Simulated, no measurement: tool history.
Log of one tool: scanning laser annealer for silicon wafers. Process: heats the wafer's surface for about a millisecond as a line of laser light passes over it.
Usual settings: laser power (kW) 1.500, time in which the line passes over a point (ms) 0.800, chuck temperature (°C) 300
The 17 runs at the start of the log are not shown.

| run | hour | laser power (kW) | time in which the line passes over a point (ms) | chuck temperature (°C) | hours of work since the window was cleaned | hours of work since the power meter was calibrated | hours of work since the optics were aligned | highest temperature of the surface (°C) |
|---|---|---|---|---|---|---|---|---|
| 18 | 712.8 | 1.500 | 0.800 | 300 | 34 | 763 | 88 | 1017 |
| 19 | 749.7 | 1.631 | 0.800 | 300 | 49 | 779 | 104 | 1077 |
| 20 | 792.5 | 1.539 | 0.800 | 300 | 67 | 797 | 122 | 1033 |
| 21 | 819.2 | 1.500 | 0.800 | 289 | 79 | 808 | 133 | 1004 |
| 22 | 842.3 | 1.500 | 0.800 | 289 | 88 | 818 | 142 | 1005 |
| 23 | 868.7 | 1.445 | 0.869 | 289 | 99 | 829 | 154 | 1010 |
|  | 911.8 | window over the wafer cleaned, once more |
| 24 | 911.8 | 1.445 | 0.869 | 289 | 0 | 846 | 171 | 1093 |
| 25 | 958.8 | 1.617 | 0.653 | 300 | 20 | 866 | 191 | 1058 |
| 26 | 982.7 | 1.374 | 0.873 | 300 | 30 | 876 | 201 | 1063 |
| 27 | 1005.0 | 1.500 | 0.733 | 261 | 39 | 885 | 210 | 1010 |
| 28 | 1032.7 | 1.360 | 0.690 | 327 | 51 | 897 | 222 | 989 |
| 29 | 1069.7 | 1.400 | 0.663 | 327 | 66 | 912 | 237 | 993 |
| 30 | 1105.5 | 1.452 | 0.832 | 328 | 81 | 927 | 252 | 1109 |
| 31 | 1138.3 | 1.452 | 0.832 | 328 | 95 | 941 | 266 | 1109 |
| 32 | 1177.1 | 1.619 | 0.800 | 309 | 111 | 957 | 282 | 1155 |
| 33 | 1223.7 | 1.500 | 0.886 | 300 | 131 | 977 | 302 | 1129 |
| 34 | 1273.1 | 1.606 | 0.864 | 328 | 152 | 998 | 323 | 1200 |
| 35 | 1298.3 | 1.629 | 0.697 | 296 | 162 | 1008 | 333 | 1074 |
| 36 | 1333.5 | 1.629 | 0.697 | 340 | 177 | 1023 | 348 | 1121 |
| 37 | 1358.5 | 1.647 | 0.673 | 265 | 188 | 1033 | 358 | 1036 |
| 38 | 1390.4 | 1.647 | 0.673 | 265 | 201 | 1047 | 372 | 1033 |
| 39 | 1425.6 | 1.647 | 0.673 | 265 | 216 | 1062 | 387 | 1034 |
| 40 | 1476.3 | 1.327 | 0.653 | 320 | 237 | 1083 | 408 | 938 |
| 41 | 1516.8 | 1.528 | 0.967 | 338 | 254 | 1100 | 425 | 1220 |

3 ways to go on from here, each from the tool as it stands after run 41. What would each give?
| A | 1565.6 | 1.565 | 0.967 | 334 | 275 | 1120 | 445 | ? |
| B | 1565.6 | 1.528 | 0.970 | 278 | 275 | 1120 | 445 | ? |
| C | 1565.6 | 1.445 | 0.987 | 318 | 275 | 1120 | 445 | ? |

| run | highest temperature of the surface (°C) |
|---|---|
| A | 1239 |
| B | 1159 |
| C | 1166 |
Without the tool's unlogged condition, the same runs would have read:
| run | highest temperature of the surface (°C) |
|---|---|
| A | 1264 |
| B | 1184 |
| C | 1190 |
